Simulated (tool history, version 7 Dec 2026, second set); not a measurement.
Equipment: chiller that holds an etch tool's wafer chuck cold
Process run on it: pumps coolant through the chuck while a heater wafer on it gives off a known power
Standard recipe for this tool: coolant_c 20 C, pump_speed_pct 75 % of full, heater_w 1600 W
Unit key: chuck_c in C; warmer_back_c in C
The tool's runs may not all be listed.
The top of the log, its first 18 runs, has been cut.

run	hour	coolant_c	pump_speed_pct	heater_w	chuck_c	warmer_back_c
19	1375.5	28	75	1181	40.2	5.06
20	1418.9	16	92	1166	26.0	4.09
21	1459.5	21	77	1673	38.5	7.11
# hour 1469.9: coolant pump overhauled
22	1557.0	20	67	1973	45.0	10.11
23	1608.0	19	97	1414	31.1	4.97
24	1696.8	19	84	1066	29.4	4.33
25	1745.8	20	68	1773	42.2	9.14
26	1819.1	13	80	963	23.0	4.18
27	1864.7	13	80	963	22.7	4.16
28	1960.2	13	80	963	22.8	4.12
29	2043.4	13	80	963	22.9	4.14
# hour 2056.9: coolant pump overhauled, once more
30	2113.2	18	96	1600	30.4	4.83

Forecast each of these 5 alternatives for the next run:
A	2156.8	18	89	1120	?	?
B	2156.8	11	61	1939	?	?
C	2156.8	13	70	1268	?	?
D	2156.8	19	67	840	?	?
E	2156.8	13	94	1538	?	?

run	chuck_c	warmer_back_c
A	27.3	3.72
B	34.9	9.68
C	26.3	5.46
D	28.0	3.82
E	25.2	4.77
Stripped of hidden state, with their random variation kept, the same runs would have yielded:
run	chuck_c	warmer_back_c
A	27.3	3.75
B	33.6	9.76
C	26.0	5.50
D	28.1	3.85
E	25.0	4.81

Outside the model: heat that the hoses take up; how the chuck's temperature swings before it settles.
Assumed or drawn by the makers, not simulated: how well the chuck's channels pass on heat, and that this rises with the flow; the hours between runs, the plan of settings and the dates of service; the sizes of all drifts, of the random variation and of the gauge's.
